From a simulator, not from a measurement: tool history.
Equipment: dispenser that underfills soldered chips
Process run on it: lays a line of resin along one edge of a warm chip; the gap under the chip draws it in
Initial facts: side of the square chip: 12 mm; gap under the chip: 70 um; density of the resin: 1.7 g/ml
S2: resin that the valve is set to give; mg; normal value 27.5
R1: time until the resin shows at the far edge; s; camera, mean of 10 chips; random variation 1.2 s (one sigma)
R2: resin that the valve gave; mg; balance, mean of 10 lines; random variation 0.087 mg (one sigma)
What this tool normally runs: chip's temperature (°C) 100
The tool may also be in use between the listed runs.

Run 1, day 0: usual settings. Result: R1 138.7 s, R2 27.55 mg.
At day 0.129: new syringe of resin.
At day 0.479: new syringe of resin.
Run 2, day 0.592: usual settings. Result: R1 131.4 s, R2 27.39 mg.
At day 0.833: new syringe of resin.
At day 1.158: new syringe of resin.
Run 3, day 1.175: usual settings but chip's temperature (°C) 113. Result: R1 80.7 s, R2 26.82 mg.
At day 1.479: new syringe of resin.
Run 4, day 1.754: usual settings but chip's temperature (°C) 113. Result: R1 105.1 s, R2 26.94 mg.
At day 1.829: new syringe of resin.
At day 2.167: new syringe of resin.
Run 5, day 2.2: usual settings but chip's temperature (°C) 113. Result: R1 82.6 s, R2 26.56 mg.
At day 2.533: new syringe of resin.
Run 6, day 2.725: usual settings but chip's temperature (°C) 113. Result: R1 97 s, R2 26.58 mg.
At day 2.896: new syringe of resin.
Run 7, day 3.062: usual settings but chip's temperature (°C) 113. Result: R1 95.4 s, R2 26.37 mg.
At day 3.217: new syringe of resin.
At day 3.533: new syringe of resin.
Run 8, day 3.779: usual settings but chip's temperature (°C) 90. Result: R1 206.5 s, R2 26.13 mg.
At day 3.904: new syringe of resin.
At day 4.238: new syringe of resin.
Run 9, day 4.238: usual settings but chip's temperature (°C) 90. Result: R1 155.6 s, R2 26.07 mg.
At day 4.562: new syringe of resin.
Run 10, day 4.6: usual settings but chip's temperature (°C) 90. Result: R1 169.4 s, R2 25.82 mg.
At day 4.892: new syringe of resin.
At day 5.112: dispensing valve cleaned and set on the balance.
At day 5.258: new syringe of resin.
Run 11, day 5.258: usual settings but chip's temperature (°C) 90. Result: R1 154.6 s, R2 27.27 mg.
At day 5.604: new syringe of resin.
Run 12, day 5.625: usual settings. Result: R1 119.7 s, R2 27.27 mg.
At day 5.925: new syringe of resin.
Run 13, day 6.075: usual settings but chip's temperature (°C) 94. Result: R1 164.9 s, R2 27.16 mg.
At day 6.296: new syringe of resin.
At day 6.65: new syringe of resin.
Run 14, day 6.65: usual settings but chip's temperature (°C) 94. Result: R1 137.9 s, R2 27.14 mg.
At day 6.983: new syringe of resin.
Run 15, day 7.162: usual settings but chip's temperature (°C) 94. Result: R1 165.6 s, R2 26.79 mg.
At day 7.333: new syringe of resin.
Run 16, day 7.592: usual settings but chip's temperature (°C) 94. Result: R1 181.9 s, R2 26.59 mg.
At day 7.654: new syringe of resin.
At day 7.996: new syringe of resin.
At day 8.312: new syringe of resin.
Run 17, day 8.371: usual settings but chip's temperature (°C) 109, S2 29.1 mg. Result: R1 96.5 s, R2 27.94 mg.
At day 8.646: new syringe of resin.
At day 8.992: new syringe of resin.
Run 18, day 9.142: usual settings but chip's temperature (°C) 107, S2 30.6 mg. Result: R1 110.4 s, R2 28.94 mg.
At day 9.354: new syringe of resin.
At day 9.675: new syringe of resin.
Run 19, day 9.825: usual settings but chip's temperature (°C) 107, S2 29.8 mg. Result: R1 108.9 s, R2 28.07 mg.
At day 10.008: new syringe of resin.
Run 20, day 10.204: usual settings but S2 28.4 mg. Result: R1 144.4 s, R2 26.72 mg.
At day 10.325: dispensing valve cleaned and set on the balance.
At day 10.4: new syringe of resin.
At day 10.746: new syringe of resin.
Run 21, day 10.771: usual settings but chip's temperature (°C) 96, S2 30 mg. Result: R1 133 s, R2 29.99 mg.
At day 11.096: new syringe of resin.
Run 22, day 11.196: usual settings but chip's temperature (°C) 96, S2 30 mg. Result: R1 145 s, R2 29.62 mg.
At day 11.45: new syringe of resin.
Run 23, day 11.55: usual settings but chip's temperature (°C) 86, S2 33.2 mg. Result: R1 201.4 s, R2 32.85 mg.
At day 11.767: new syringe of resin.
Run 24, day 11.921: usual settings but chip's temperature (°C) 113, S2 24 mg. Result: R1 97.2 s, R2 23.57 mg.
At day 12.096: new syringe of resin.
At day 12.429: new syringe of resin.
Run 25, day 12.679: usual settings but chip's temperature (°C) 87, S2 25.2 mg. Result: R1 227.1 s, R2 24.56 mg.

Each row is a separate what-if for the run after 25, all from the same tool condition, not one after another. Results?
At day 12.788: new syringe of resin.
At day 13.15: new syringe of resin.
Run A, day 13.154: usual settings but chip's temperature (°C) 107, S2 34 mg. Result: R1 ?, R2 ?.
At day 12.788: new syringe of resin.
At day 13.15: new syringe of resin.
Run B, day 13.154: usual settings but chip's temperature (°C) 92, S2 28.4 mg. Result: R1 ?, R2 ?.
At day 12.788: new syringe of resin.
At day 13.15: new syringe of resin.
Run C, day 13.154: usual settings but chip's temperature (°C) 90, S2 27.6 mg. Result: R1 ?, R2 ?.
At day 12.788: new syringe of resin.
At day 13.15: new syringe of resin.
Run D, day 13.154: usual settings but chip's temperature (°C) 111, S2 27.8 mg. Result: R1 ?, R2 ?.
At day 12.788: new syringe of resin.
At day 13.15: new syringe of resin.
Run E, day 13.154: usual settings but chip's temperature (°C) 107, S2 24 mg. Result: R1 ?, R2 ?.

run     R1     R2
  A     94  33.12
  B  148.8  27.59
  C  161.7  26.92
  D   87.4  27.02
  E  100.9  23.43
What these runs would have given with no unlogged condition in the tool:
run     R1     R2
  A   90.8  34.11
  B  143.1  28.42
  C  155.3  27.73
  D   84.2  27.84
  E   96.8  24.14

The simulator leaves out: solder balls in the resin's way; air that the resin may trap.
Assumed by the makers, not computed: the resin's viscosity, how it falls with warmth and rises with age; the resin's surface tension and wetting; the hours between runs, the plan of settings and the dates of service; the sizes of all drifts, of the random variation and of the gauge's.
